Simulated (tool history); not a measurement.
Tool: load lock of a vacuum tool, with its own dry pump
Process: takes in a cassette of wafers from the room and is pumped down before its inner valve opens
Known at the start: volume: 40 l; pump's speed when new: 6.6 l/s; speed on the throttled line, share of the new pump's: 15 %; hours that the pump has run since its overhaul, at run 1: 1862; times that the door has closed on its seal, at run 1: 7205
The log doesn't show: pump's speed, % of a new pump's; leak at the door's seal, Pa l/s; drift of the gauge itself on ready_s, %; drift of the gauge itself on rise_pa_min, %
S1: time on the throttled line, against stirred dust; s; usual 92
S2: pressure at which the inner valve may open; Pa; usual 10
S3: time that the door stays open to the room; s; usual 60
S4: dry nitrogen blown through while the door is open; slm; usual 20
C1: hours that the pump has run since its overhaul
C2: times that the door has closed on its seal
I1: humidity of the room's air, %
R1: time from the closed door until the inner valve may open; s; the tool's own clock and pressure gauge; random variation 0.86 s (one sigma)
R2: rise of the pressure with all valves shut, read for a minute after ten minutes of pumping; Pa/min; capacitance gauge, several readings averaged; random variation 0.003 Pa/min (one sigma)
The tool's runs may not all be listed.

Run 1, hour 0.0: usual settings; C1 1862; C2 7205; I1 45.8. Result: R1 133.9 s, R2 0.042 Pa/min.
Run 2, hour 195.7: usual settings; C1 2057; C2 7722; I1 44.8. Result: R1 136.7 s, R2 0.045 Pa/min.
Run 3, hour 372.6: usual settings; C1 2234; C2 8188; I1 44.7. Result: R1 136.6 s, R2 0.044 Pa/min.
Run 4, hour 572.7: usual settings; C1 2434; C2 8716; I1 43.6. Result: R1 135.2 s, R2 0.050 Pa/min.
Run 5, hour 758.4: usual settings; C1 2620; C2 9206; I1 42.0. Result: R1 136.0 s, R2 0.046 Pa/min.
Run 6, hour 880.8: usual settings; C1 2742; C2 9529; I1 44.1. Result: R1 136.4 s, R2 0.051 Pa/min.
Run 7, hour 1027.9: usual settings but S1 88 s; C1 2889; C2 9917; I1 46.0. Result: R1 133.0 s, R2 0.055 Pa/min.
Run 8, hour 1196.3: usual settings but S1 88 s, S3 81 s; C1 3058; C2 10362; I1 45.0. Result: R1 132.1 s, R2 0.059 Pa/min.
Run 9, hour 1374.6: usual settings but S1 79 s, S2 8 Pa, S3 81 s; C1 3236; C2 10832; I1 44.6. Result: R1 128.9 s, R2 0.065 Pa/min.
Run 10, hour 1557.2: usual settings but S1 79 s, S2 8 Pa, S3 81 s; C1 3419; C2 11314; I1 44.3. Result: R1 128.1 s, R2 0.063 Pa/min.
Run 11, hour 1655.9: usual settings but S1 79 s, S2 8 Pa, S3 81 s; C1 3517; C2 11574; I1 45.0. Result: R1 126.4 s, R2 0.070 Pa/min.
Run 12, hour 1741.0: usual settings but S4 17 slm; C1 3603; C2 11799; I1 45.5. Result: R1 137.6 s, R2 0.063 Pa/min.
Run 13, hour 1829.5: usual settings but S4 17 slm; C1 3691; C2 12032; I1 45.4. Result: R1 136.5 s, R2 0.064 Pa/min.
Run 14, hour 2013.1: usual settings but S1 117 s, S2 12 Pa, S3 102 s, S4 5 slm; C1 3875; C2 12517; I1 42.9. Result: R1 156.3 s, R2 0.088 Pa/min.
Run 15, hour 2141.4: usual settings but S1 117 s, S2 12 Pa, S3 102 s, S4 22 slm; C1 4003; C2 12855; I1 48.8. Result: R1 158.1 s, R2 0.076 Pa/min.
Run 16, hour 2285.7: usual settings but S1 117 s, S2 12 Pa, S3 102 s, S4 22 slm; C1 4147; C2 13236; I1 47.6. Result: R1 155.6 s, R2 0.086 Pa/min.

5 ways to go on from here, each from the tool as it stands after run 16. What would each give?
Run A, hour 2477.3: usual settings but S1 117 s, S2 15 Pa, S3 63 s, S4 5 slm; C1 4339; C2 13742; I1 48.4. Result: R1 ?, R2 ?.
Run B, hour 2477.3: usual settings but S2 15 Pa, S3 121 s, S4 16 slm; C1 4339; C2 13742; I1 44.4. Result: R1 ?, R2 ?.
Run C, hour 2477.3: usual settings but S1 88 s, S3 26 s, S4 22 slm; C1 4339; C2 13742; I1 43.5. Result: R1 ?, R2 ?.
Run D, hour 2477.3: usual settings but S1 56 s, S3 102 s, S4 7 slm; C1 4339; C2 13742; I1 44.8. Result: R1 ?, R2 ?.
Run E, hour 2477.3: usual settings but S3 59 s; C1 4339; C2 13742; I1 40.9. Result: R1 ?, R2 ?.

run     R1     R2
  A  153.6  0.083
  B  136.3  0.088
  C  135.4  0.062
  D  107.1  0.095
  E  136.5  0.064
Without the tool's hidden state the same runs would have given:
run     R1     R2
  A  151.1  0.037
  B  133.5  0.043
  C  132.4  0.017
  D  103.8  0.051
  E  133.6  0.019
